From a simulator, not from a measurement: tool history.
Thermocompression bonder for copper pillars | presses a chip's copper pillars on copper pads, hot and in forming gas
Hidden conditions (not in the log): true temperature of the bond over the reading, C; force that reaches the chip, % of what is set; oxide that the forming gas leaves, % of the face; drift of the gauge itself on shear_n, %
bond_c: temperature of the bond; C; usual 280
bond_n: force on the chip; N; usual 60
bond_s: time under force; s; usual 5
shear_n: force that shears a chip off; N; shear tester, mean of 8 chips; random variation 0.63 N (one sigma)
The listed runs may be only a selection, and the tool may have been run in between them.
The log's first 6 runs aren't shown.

run	day	bond_c	bond_n	bond_s	hours of work since the heater was calibrated	hours of work since the force cell was calibrated	hours of work since the gas filter was changed	shear_n
7	12.854	280	60	5	572	822	160	38.6
8	15.621	280	60	5	608	858	196	39.5
9	18.458	295	60	5	645	895	233	43.7
10	21.942	295	38	5	690	940	278	30.8
11	24.850	261	60	5	728	978	316	32.2
12	27.762	280	60	5	766	1016	354	38.5
# day 28.017: forming gas filter changed
13	30.312	280	60	5	799	1049	30	41.9
14	33.592	280	60	5	842	1092	73	40.8
15	36.846	280	60	5	884	1134	115	40.1
16	39.508	306	60	8	919	1169	150	57.7
17	41.271	306	60	8	942	1192	173	57.5
# day 41.650: force cell calibrated
18	42.954	288	51	9	963	17	194	46.8
19	45.721	278	84	4	999	53	230	43.4
20	48.446	294	63	8	1034	88	265	50.8
# day 49.808: heater calibrated with a thermocouple chip
21	51.933	294	63	8	28	133	310	49.5
22	53.433	283	62	3	47	152	329	31.4
# day 55.625: forming gas filter changed
23	56.696	283	82	3	89	195	14	41.9
24	59.942	283	82	3	132	237	56	40.4
# day 61.108: force cell calibrated, once more
25	63.262	283	82	3	174	28	99	41.8
26	66.179	283	55	5	212	66	137	37.9
27	68.608	283	55	5	244	98	168	38.4
28	70.433	250	36	3	267	121	192	15.3
29	72.988	301	42	11	301	155	225	47.7
30	75.512	301	42	11	334	188	258	47.5

Each row is a separate what-if for the run after 30, all from the same tool condition, not one after another. Results?
A	78.058	258	42	11	367	221	291	?
B	78.058	290	45	14	367	221	291	?
C	78.058	296	84	8	367	221	291	?
D	78.058	301	48	6	367	221	291	?
E	78.058	282	41	5	367	221	291	?

run	shear_n
A	32.1
B	50.3
C	62.9
D	41.3
E	28.5
Without the tool's hidden state the same runs would have given:
run	shear_n
A	34.8
B	54.6
C	68.4
D	44.9
E	31.0
